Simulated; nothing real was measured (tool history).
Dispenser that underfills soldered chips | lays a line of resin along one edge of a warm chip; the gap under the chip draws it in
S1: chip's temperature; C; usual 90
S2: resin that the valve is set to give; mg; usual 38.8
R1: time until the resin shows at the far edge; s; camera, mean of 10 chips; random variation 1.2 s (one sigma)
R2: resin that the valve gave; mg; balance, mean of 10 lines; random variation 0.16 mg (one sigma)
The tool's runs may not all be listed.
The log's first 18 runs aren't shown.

-- day=2.667 new syringe of resin
run 19 day=2.746 | S1=97 S2=35.7 | R1=99.7 R2=35.42
run 20 day=2.933 | S1=90 S2=41.1 | R1=153.4 R2=41.04
-- day=2.975 new syringe of resin
run 21 day=3.096 | S1=94 S2=44.1 | R1=113.1 R2=43.78
run 22 day=3.258 | S1=98 S2=38.8 | R1=113.7 R2=38.21
-- day=3.279 new syringe of resin
run 23 day=3.367 | S1=82 S2=43 | R1=183.7 R2=42.52
run 24 day=3.5 | S1=85 S2=40.4 | R1=181.2 R2=39.6
-- day=3.583 new syringe of resin
run 25 day=3.688 | S1=94 S2=38.4 | R1=113.9 R2=37.72
run 26 day=3.858 | S1=93 S2=42.1 | R1=136.5 R2=41.08
-- day=3.896 new syringe of resin
run 27 day=4.062 | S1=96 S2=42.1 | R1=108.3 R2=41.1
-- day=4.196 new syringe of resin
run 28 day=4.238 | S1=96 S2=33.8 | R1=101.3 R2=32.74
run 29 day=4.425 | S1=92 S2=38.8 | R1=134.1 R2=37.73
-- day=4.492 new syringe of resin
run 30 day=4.533 | S1=83 S2=39.3 | R1=167.5 R2=37.98
run 31 day=4.629 | S1=83 S2=39.3 | R1=186.6 R2=37.96
run 32 day=4.775 | S1=83 S2=39.3 | R1=216.1 R2=37.59
-- day=4.808 new syringe of resin
run 33 day=4.892 | S1=83 S2=39.3 | R1=181.8 R2=37.78
run 34 day=5.029 | S1=83 S2=39.3 | R1=202 R2=37.94
-- day=5.112 new syringe of resin
run 35 day=5.158 | S1=83 S2=42.8 | R1=169.1 R2=41.13

Forecast each of these 3 alternatives for the next run:
run A day=5.271 | S1=90 S2=43.6 | R1=? R2=?
run B day=5.271 | S1=101 S2=45.2 | R1=? R2=?
run C day=5.271 | S1=84 S2=47.5 | R1=? R2=?

run=A R1=136.5 R2=41.65
run=B R1=88 R2=43.03
run=C R1=178.1 R2=45.42
Without the tool's hidden state the same runs would have given:
run=A R1=114.2 R2=43.63
run=B R1=73.9 R2=45.08
run=C R1=149.3 R2=47.58
